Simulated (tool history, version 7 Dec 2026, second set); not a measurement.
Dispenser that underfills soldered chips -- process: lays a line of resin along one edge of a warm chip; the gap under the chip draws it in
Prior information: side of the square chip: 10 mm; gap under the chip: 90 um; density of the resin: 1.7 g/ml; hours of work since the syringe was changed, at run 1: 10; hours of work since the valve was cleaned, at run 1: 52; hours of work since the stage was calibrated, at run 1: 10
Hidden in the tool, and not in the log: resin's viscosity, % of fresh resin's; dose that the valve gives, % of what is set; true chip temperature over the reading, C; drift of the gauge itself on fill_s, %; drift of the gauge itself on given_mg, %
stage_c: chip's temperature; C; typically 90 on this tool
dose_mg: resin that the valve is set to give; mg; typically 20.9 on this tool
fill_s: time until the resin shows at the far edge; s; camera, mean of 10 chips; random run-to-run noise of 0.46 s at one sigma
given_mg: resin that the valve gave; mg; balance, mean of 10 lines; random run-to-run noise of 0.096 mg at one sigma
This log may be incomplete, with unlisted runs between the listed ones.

run	hour	stage_c	dose_mg	hours of work since the syringe was changed	hours of work since the valve was cleaned	hours of work since the stage was calibrated	fill_s	given_mg
1	0.0	90	20.9	10	52	10	57.3	20.37
# hour 2.9: new syringe of resin
2	5.2	90	20.9	1	55	13	38.7	20.23
3	11.8	90	20.9	6	59	17	47.8	20.32
4	16.6	90	20.9	8	62	20	54.3	20.42
# hour 22.2: new syringe of resin
5	22.9	90	20.9	0	65	24	35.8	20.27
# hour 26.3: dispensing valve cleaned and set on the balance
6	29.9	90	20.9	4	2	28	43.0	20.91
7	35.2	90	20.9	7	6	31	51.3	21.02
8	41.6	90	20.9	11	10	35	61.3	20.92
# hour 42.4: new syringe of resin
9	47.2	90	20.9	3	13	38	41.8	20.78
10	50.0	98	20.9	5	15	40	36.2	20.71
11	55.4	98	20.9	8	18	44	43.0	20.82
12	60.2	90	23.3	11	21	47	60.7	23.01
# hour 61.8: new syringe of resin
13	65.0	85	20.9	2	24	49	46.3	20.61
14	68.0	90	20.9	4	26	51	43.3	20.62
15	73.2	90	20.9	7	29	54	51.2	20.69
16	77.8	89	20.9	10	32	57	60.2	20.52
# hour 81.0: new syringe of resin
17	83.4	90	20.9	1	35	61	38.9	20.56
18	86.9	90	20.9	4	37	63	42.3	20.63
19	93.2	83	18.2	8	41	67	65.6	17.90
20	97.8	88	20.0	10	44	70	63.5	19.68
# hour 100.4: new syringe of resin
21	100.9	83	20.8	0	46	71	43.8	20.34
22	107.1	95	19.6	4	49	75	39.1	19.15
23	110.1	104	26.5	6	51	77	32.6	25.99
24	113.7	104	26.5	8	54	79	35.5	25.95
25	117.9	103	20.9	11	56	82	44.0	20.36
# hour 119.9: new syringe of resin
26	123.0	103	20.9	2	59	85	28.0	20.41
27	128.7	99	22.4	5	63	88	36.2	21.65
28	133.4	99	22.4	8	66	91	42.5	21.68
# hour 136.6: dispensing valve cleaned and set on the balance
29	139.6	99	22.4	12	2	95	47.7	22.56
# hour 140.2: new syringe of resin
30	143.9	77	23.6	2	4	97	58.0	23.61
31	148.1	105	26.1	5	7	100	29.8	26.05
32	153.4	80	18.8	8	10	103	74.3	18.81
33	158.0	81	20.0	11	13	106	81.6	19.89
# hour 159.9: new syringe of resin
34	162.9	93	20.9	2	16	109	35.7	20.71
35	167.9	93	19.1	5	19	112	42.3	18.89

Predict each of these 3 candidate next runs independently; none follows another, all start after run 35:
A	174.1	84	24.3	9	23	116	?	?
B	174.1	96	27.1	9	23	116	?	?
C	174.1	88	18.5	9	23	116	?	?

run	fill_s	given_mg
A	62.9	24.21
B	44.5	26.79
C	62.2	18.36
The same runs, with their run-to-run variation unchanged, on a tool lacking any hidden condition would have given:
run	fill_s	given_mg
A	40.1	24.44
B	28.5	27.04
C	39.8	18.54
